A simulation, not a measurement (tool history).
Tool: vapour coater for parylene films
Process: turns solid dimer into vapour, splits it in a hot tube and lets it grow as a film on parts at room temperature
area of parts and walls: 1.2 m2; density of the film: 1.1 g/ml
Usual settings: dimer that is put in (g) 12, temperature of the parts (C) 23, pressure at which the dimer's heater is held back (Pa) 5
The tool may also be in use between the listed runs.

run,hour,dimer that is put in (g),temperature of the parts (C),pressure at which the dimer's heater is held back (Pa),thickness of the film (nm)
1,0,12,23,5,4580
2,29.7,12,23,5,4640
3,43.5,12,23,5,4520
4,75.1,12,23,5,4470
5,99.9,12,23,5,4400
6,114.5,14,32,2.36,4270
# hour 120.3: trap's valve overhauled
7,136,14,32,2.36,4240
8,162.8,7,15,4.35,3310
# hour 176.8: trap's valve overhauled, once more
9,188.5,18,18,3.26,8930
10,217,18,27,5.67,6110

3 ways to go on from here, each from the tool as it stands after run 10. What would each give?
A,231.9,8,23,10.26,?
B,231.9,6,18,10.65,?
C,231.9,5,17,4.61,?

run,thickness of the film (nm)
A,2790
B,2370
C,2420
Without the tool's hidden state the same runs would have given:
run,thickness of the film (nm)
A,2840
B,2420
C,2460
